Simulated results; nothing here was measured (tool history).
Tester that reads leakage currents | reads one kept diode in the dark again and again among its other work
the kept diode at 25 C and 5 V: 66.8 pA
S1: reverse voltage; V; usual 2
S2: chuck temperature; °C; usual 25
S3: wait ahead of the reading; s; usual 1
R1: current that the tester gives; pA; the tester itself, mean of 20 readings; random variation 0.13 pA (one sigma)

run 1 day=0 | S1=2 S2=25 S3=1 | R1=39.13
run 2 day=1.404 | S1=2 S2=25 S3=1 | R1=39.48
run 3 day=3.054 | S1=2 S2=25 S3=1 | R1=39.39
run 4 day=4.583 | S1=10.84 S2=25 S3=1 | R1=108.54
run 5 day=6.758 | S1=2.07 S2=25 S3=1 | R1=40.09
run 6 day=9.258 | S1=2 S2=22 S3=1 | R1=29.6
run 7 day=10.471 | S1=2 S2=25 S3=1.73 | R1=39.17
run 8 day=11.696 | S1=2 S2=25 S3=1.73 | R1=39.41
run 9 day=12.954 | S1=2 S2=21 S3=1 | R1=26.85
run 10 day=15.346 | S1=2 S2=51 S3=1 | R1=374.96
run 11 day=16.65 | S1=2 S2=35 S3=1 | R1=97.88
run 12 day=17.762 | S1=2 S2=35 S3=0.33 | R1=98.72
run 13 day=19.196 | S1=2 S2=25 S3=0.4 | R1=39.97
run 14 day=20.938 | S1=7.08 S2=25 S3=0.42 | R1=86.22
run 15 day=22.654 | S1=2 S2=21 S3=0.64 | R1=27.16
run 16 day=24.054 | S1=2 S2=21 S3=0.64 | R1=27.16
run 17 day=26.271 | S1=2 S2=21 S3=0.64 | R1=27.23
run 18 day=27.754 | S1=2 S2=21 S3=0.64 | R1=27.18
run 19 day=29.954 | S1=13.05 S2=35 S3=1 | R1=298.9
run 20 day=31.046 | S1=2.67 S2=30 S3=1 | R1=74.09

Run 21 comes next. What will it give?
-- day=31.308 chuck's temperature calibrated
run 21 day=32.225 | S1=2.67 S2=30 S3=1 | R1=?

{"run 21": {"R1": 73.69}}
Without the tool's hidden state the same run would have given R1 73.68 pA.
